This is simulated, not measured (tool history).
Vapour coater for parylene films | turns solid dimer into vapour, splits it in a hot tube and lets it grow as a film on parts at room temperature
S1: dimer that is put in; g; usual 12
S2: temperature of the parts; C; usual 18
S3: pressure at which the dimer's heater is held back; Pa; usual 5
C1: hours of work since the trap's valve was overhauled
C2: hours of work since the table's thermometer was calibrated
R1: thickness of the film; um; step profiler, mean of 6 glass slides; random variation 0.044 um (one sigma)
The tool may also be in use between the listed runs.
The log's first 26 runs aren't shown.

run	hour	S1	S2	S3	C1	C2	R1
27	347.8	14	18	5	420	401	9.23
28	366.9	14	18	5	431	412	9.14
29	385	21	18	4.52	442	422	14.12
30	396	14	27	4.07	449	429	6.54
31	404	14	27	4.07	453	434	6.54
32	421.1	12	18	6.61	463	444	7.36
33	436.2	12	29	2.68	472	453	5.71
34	444.2	12	29	2.68	477	457	5.75
35	456.5	8	28	2.68	484	465	3.97
36	467.8	8	28	2.68	491	471	3.92
37	482.2	8	28	2.68	499	480	3.94
38	492.3	8	12	7.11	505	486	6.17
39	508	8	12	7.11	514	495	6.2
40	522.2	8	12	7.11	523	503	6.24
41	531.3	15	18	8.19	528	509	8.73
42	549.3	8	12	5	539	519	6.79
43	557.2	8	12	5	543	524	6.8
44	573.7	14	12	5	553	534	11.74
45	592.7	10	16	2.21	564	545	8.72
46	610.7	14	18	5	575	555	9.22
47	626.4	14	18	5	584	565	9.15
48	640.1	7	18	4.53	592	573	4.6

3 ways to go on from here, each from the tool as it stands after run 48. What would each give?
A	655.9	12	18	2.09	602	582	?
B	655.9	7	25	6.84	602	582	?
C	655.9	7	24	4.67	602	582	?

run	R1
A	9.61
B	3.12
C	3.6
Without the tool's hidden state the same runs would have given:
run	R1
A	10.21
B	3.31
C	3.82

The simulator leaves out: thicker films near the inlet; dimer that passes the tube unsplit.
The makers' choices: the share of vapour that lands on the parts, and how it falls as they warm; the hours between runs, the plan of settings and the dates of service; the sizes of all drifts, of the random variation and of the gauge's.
